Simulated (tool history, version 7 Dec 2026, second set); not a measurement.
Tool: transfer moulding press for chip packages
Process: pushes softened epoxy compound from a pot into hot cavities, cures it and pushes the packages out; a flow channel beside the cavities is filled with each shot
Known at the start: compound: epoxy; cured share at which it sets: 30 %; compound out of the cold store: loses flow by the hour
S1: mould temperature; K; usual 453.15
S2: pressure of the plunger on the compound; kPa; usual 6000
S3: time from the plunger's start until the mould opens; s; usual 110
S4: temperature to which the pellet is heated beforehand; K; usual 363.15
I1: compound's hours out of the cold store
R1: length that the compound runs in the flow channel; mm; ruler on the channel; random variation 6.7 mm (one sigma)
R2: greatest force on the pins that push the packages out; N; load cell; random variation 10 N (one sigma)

run 1 hour=0.0 | S1=453.15 S2=6000 S3=110 S4=363.15 | I1=47.1 | R1=731 R2=985
-- hour=6.5 cavities cleaned with cleaning compound and waxed
run 2 hour=29.4 | S1=453.15 S2=6000 S3=110 S4=361.15 | I1=19.5 | R1=813 R2=708
run 3 hour=56.4 | S1=453.15 S2=6000 S3=110 S4=361.15 | I1=40.9 | R1=732 R2=844
run 4 hour=102.3 | S1=453.15 S2=6000 S3=110 S4=361.15 | I1=29.7 | R1=762 R2=1027
-- hour=110.7 cavities cleaned with cleaning compound and waxed
run 5 hour=155.9 | S1=453.15 S2=6000 S3=110 S4=361.15 | I1=9.7 | R1=822 R2=897
run 6 hour=204.8 | S1=453.15 S2=6000 S3=110 S4=361.15 | I1=37.1 | R1=729 R2=977
-- hour=214.5 cavities cleaned with cleaning compound and waxed
run 7 hour=261.0 | S1=453.15 S2=6000 S3=110 S4=363.15 | I1=9.0 | R1=818 R2=898
-- hour=291.1 plunger's sealing rings changed
run 8 hour=296.1 | S1=453.15 S2=6000 S3=110 S4=363.15 | I1=47.7 | R1=733 R2=942
-- hour=320.5 cavities cleaned with cleaning compound and waxed
run 9 hour=341.1 | S1=453.15 S2=6000 S3=110 S4=363.15 | I1=29.8 | R1=778 R2=706
run 10 hour=397.3 | S1=453.15 S2=6000 S3=110 S4=363.15 | I1=31.5 | R1=762 R2=985
-- hour=423.8 cavities cleaned with cleaning compound and waxed
run 11 hour=434.9 | S1=453.15 S2=5380 S3=137 S4=355.15 | I1=21.7 | R1=748 R2=554
run 12 hour=465.8 | S1=453.15 S2=5890 S3=120 S4=363.15 | I1=38.7 | R1=739 R2=760
run 13 hour=501.2 | S1=460.15 S2=5070 S3=110 S4=369.15 | I1=31.6 | R1=679 R2=850
-- hour=526.8 cavities cleaned with cleaning compound and waxed
run 14 hour=555.5 | S1=460.15 S2=5070 S3=110 S4=369.15 | I1=33.5 | R1=664 R2=681
run 15 hour=588.8 | S1=447.15 S2=6000 S3=110 S4=363.15 | I1=9.8 | R1=826 R2=1444

The next listed run, before its measurement:
-- hour=626.7 plunger's sealing rings changed
-- hour=633.5 cavities cleaned with cleaning compound and waxed
-- hour=651.6 mould's thermocouples calibrated
run 16 hour=652.2 | S1=447.15 S2=6000 S3=110 S4=363.15 | I1=15.6 | R1=? R2=?

Run 16 gave R1 858 mm, R2 902 N.
Without the tool's hidden state the same run would have given R1 863 mm, R2 660 N.
